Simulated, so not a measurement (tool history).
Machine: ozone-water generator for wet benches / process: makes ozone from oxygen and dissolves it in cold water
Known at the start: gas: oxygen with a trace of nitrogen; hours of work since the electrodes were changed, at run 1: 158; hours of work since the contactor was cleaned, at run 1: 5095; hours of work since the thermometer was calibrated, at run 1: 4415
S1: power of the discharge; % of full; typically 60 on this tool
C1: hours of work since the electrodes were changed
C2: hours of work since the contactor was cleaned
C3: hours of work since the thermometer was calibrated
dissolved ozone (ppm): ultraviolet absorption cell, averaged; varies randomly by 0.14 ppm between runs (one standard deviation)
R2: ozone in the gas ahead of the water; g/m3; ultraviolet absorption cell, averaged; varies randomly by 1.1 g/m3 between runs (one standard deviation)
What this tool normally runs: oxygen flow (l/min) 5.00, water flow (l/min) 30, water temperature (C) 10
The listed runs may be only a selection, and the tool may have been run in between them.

Run 1, day 0.000: usual settings; C1 158; C2 5095; C3 4415. Result: dissolved ozone (ppm) 15.9, R2 193.9 g/m3.
Run 2, day 2.488: usual settings; C1 203; C2 5140; C3 4460. Result: dissolved ozone (ppm) 16.0, R2 193.8 g/m3.
Run 3, day 4.150: usual settings but oxygen flow (l/min) 6.83; C1 233; C2 5170; C3 4490. Result: dissolved ozone (ppm) 16.7, R2 167.3 g/m3.
Run 4, day 5.404: usual settings but oxygen flow (l/min) 6.83; C1 256; C2 5193; C3 4512. Result: dissolved ozone (ppm) 17.1, R2 167.0 g/m3.
Run 5, day 7.554: usual settings but oxygen flow (l/min) 6.83; C1 294; C2 5232; C3 4551. Result: dissolved ozone (ppm) 16.9, R2 166.6 g/m3.
Run 6, day 10.367: usual settings but oxygen flow (l/min) 6.83; C1 345; C2 5283; C3 4602. Result: dissolved ozone (ppm) 17.1, R2 165.9 g/m3.
Run 7, day 12.271: usual settings but oxygen flow (l/min) 6.83, water flow (l/min) 21; C1 380; C2 5317; C3 4637. Result: dissolved ozone (ppm) 22.0, R2 165.5 g/m3.
Run 8, day 14.254: usual settings but S1 43 % of full; C1 416; C2 5353; C3 4672. Result: dissolved ozone (ppm) 13.2, R2 161.4 g/m3.
Run 9, day 16.358: usual settings but S1 43 % of full; C1 454; C2 5391; C3 4711. Result: dissolved ozone (ppm) 13.2, R2 162.9 g/m3.
Run 10, day 18.233: usual settings but S1 43 % of full; C1 488; C2 5425; C3 4744. Result: dissolved ozone (ppm) 13.1, R2 161.6 g/m3.
Run 11, day 19.504: usual settings but S1 43 % of full; C1 511; C2 5448; C3 4767. Result: dissolved ozone (ppm) 13.4, R2 162.1 g/m3.
Run 12, day 22.050: usual settings but water flow (l/min) 40; C1 557; C2 5494; C3 4813. Result: dissolved ozone (ppm) 12.2, R2 196.3 g/m3.
Run 13, day 23.288: usual settings but water flow (l/min) 40; C1 579; C2 5517; C3 4836. Result: dissolved ozone (ppm) 12.2, R2 197.1 g/m3.
Run 14, day 25.958: usual settings but water flow (l/min) 40; C1 627; C2 5565; C3 4884. Result: dissolved ozone (ppm) 12.3, R2 197.9 g/m3.
Run 15, day 28.621: usual settings but water flow (l/min) 40; C1 676; C2 5613; C3 4932. Result: dissolved ozone (ppm) 12.3, R2 198.3 g/m3.
Run 16, day 30.700: usual settings but water temperature (C) 7; C1 713; C2 5651; C3 4970. Result: dissolved ozone (ppm) 16.2, R2 197.4 g/m3.
Run 17, day 32.733: usual settings but S1 98 % of full, oxygen flow (l/min) 4.22; C1 750; C2 5687; C3 5007. Result: dissolved ozone (ppm) 20.3, R2 284.6 g/m3.
Run 18, day 35.029: usual settings but S1 98 % of full, oxygen flow (l/min) 4.22; C1 792; C2 5729; C3 5048. Result: dissolved ozone (ppm) 19.8, R2 283.1 g/m3.
Run 19, day 37.338: usual settings but oxygen flow (l/min) 7.45; C1 833; C2 5771; C3 5090. Result: dissolved ozone (ppm) 17.1, R2 163.8 g/m3.
At day 37.962: gauge calibrated.
Run 20, day 39.250: usual settings but S1 47 % of full, oxygen flow (l/min) 4.81, water flow (l/min) 35; C1 868; C2 5805; C3 5125. Result: dissolved ozone (ppm) 11.8, R2 173.7 g/m3.
Run 21, day 41.267: usual settings but S1 47 % of full, oxygen flow (l/min) 4.81, water flow (l/min) 35; C1 904; C2 5842; C3 5161. Result: dissolved ozone (ppm) 11.9, R2 172.2 g/m3.
Run 22, day 43.079: usual settings but S1 96 % of full, oxygen flow (l/min) 2.78, water flow (l/min) 37, water temperature (C) 16; C1 937; C2 5875; C3 5194. Result: dissolved ozone (ppm) 13.6, R2 338.3 g/m3.
Run 23, day 44.275: usual settings but S1 71 % of full, oxygen flow (l/min) 5.94, water flow (l/min) 24, water temperature (C) 13; C1 959; C2 5896; C3 5216. Result: dissolved ozone (ppm) 21.0, R2 196.5 g/m3.
Run 24, day 46.112: usual settings but S1 43 % of full, oxygen flow (l/min) 3.07, water flow (l/min) 24, water temperature (C) 12; C1 992; C2 5929; C3 5249. Result: dissolved ozone (ppm) 14.0, R2 207.5 g/m3.
Run 25, day 48.054: usual settings but S1 43 % of full, oxygen flow (l/min) 3.07, water flow (l/min) 24, water temperature (C) 12; C1 1027; C2 5965; C3 5284. Result: dissolved ozone (ppm) 14.1, R2 203.7 g/m3.
Run 26, day 50.125: usual settings but S1 43 % of full, oxygen flow (l/min) 3.07, water flow (l/min) 20, water temperature (C) 12; C1 1065; C2 6002; C3 5321. Result: dissolved ozone (ppm) 16.5, R2 207.0 g/m3.
Run 27, day 51.600: usual settings but S1 43 % of full, oxygen flow (l/min) 3.07, water flow (l/min) 20, water temperature (C) 12; C1 1091; C2 6029; C3 5348. Result: dissolved ozone (ppm) 16.6, R2 205.3 g/m3.
Run 28, day 53.433: usual settings but S1 43 % of full, oxygen flow (l/min) 3.07, water flow (l/min) 20, water temperature (C) 12; C1 1125; C2 6062; C3 5381. Result: dissolved ozone (ppm) 16.6, R2 207.4 g/m3.
Run 29, day 54.812: usual settings but oxygen flow (l/min) 8.31, water flow (l/min) 35, water temperature (C) 12; C1 1149; C2 6087; C3 5406. Result: dissolved ozone (ppm) 15.4, R2 152.0 g/m3.
At day 55.692: water thermometer calibrated.
Run 30, day 57.067: usual settings but oxygen flow (l/min) 2.92, water flow (l/min) 19; C1 1190; C2 6127; C3 25. Result: dissolved ozone (ppm) 20.7, R2 255.4 g/m3.
Run 31, day 59.704: usual settings but oxygen flow (l/min) 2.92, water flow (l/min) 47; C1 1238; C2 6175; C3 73. Result: dissolved ozone (ppm) 8.6, R2 253.0 g/m3.

Some steps in R2 between neighbouring runs. How much of each would the tool show without its hidden state too (settings, what came in, random variation), and how much is left for the hidden state, with any gauge scatter that isn't in both results?
Hidden state present: yield of the discharge, % of new electrodes'; contactor's efficiency, % of a clean one's; true water temperature over the reading, C; drift of the gauge itself on ozone_ppm, %; drift of the gauge itself on gas_g_m3, %.
Run 16 -> 17: S1 60 -> 98, oxygen flow (l/min) 5.00 -> 4.22, water temperature (C) 7 -> 10. R2 +87.2 g/m3: hidden state +2.5, all else +84.7.
Run 18 -> 19: S1 98 -> 60, oxygen flow (l/min) 4.22 -> 7.45. R2 -119.3 g/m3: hidden state -2.9, all else -116.4.
Run 19 -> 20: S1 60 -> 47, oxygen flow (l/min) 7.45 -> 4.81, water flow (l/min) 30 -> 35, gauge calibrated. R2 +9.9 g/m3: hidden state -4.3, all else +14.2.
Run 21 -> 22: S1 47 -> 96, oxygen flow (l/min) 4.81 -> 2.78, water flow (l/min) 35 -> 37, water temperature (C) 10 -> 16. R2 +166.1 g/m3: hidden state +0.9, all else +165.2.
Run 22 -> 23: S1 96 -> 71, oxygen flow (l/min) 2.78 -> 5.94, water flow (l/min) 37 -> 24, water temperature (C) 16 -> 13. R2 -141.8 g/m3: hidden state -0.3, all else -141.5.
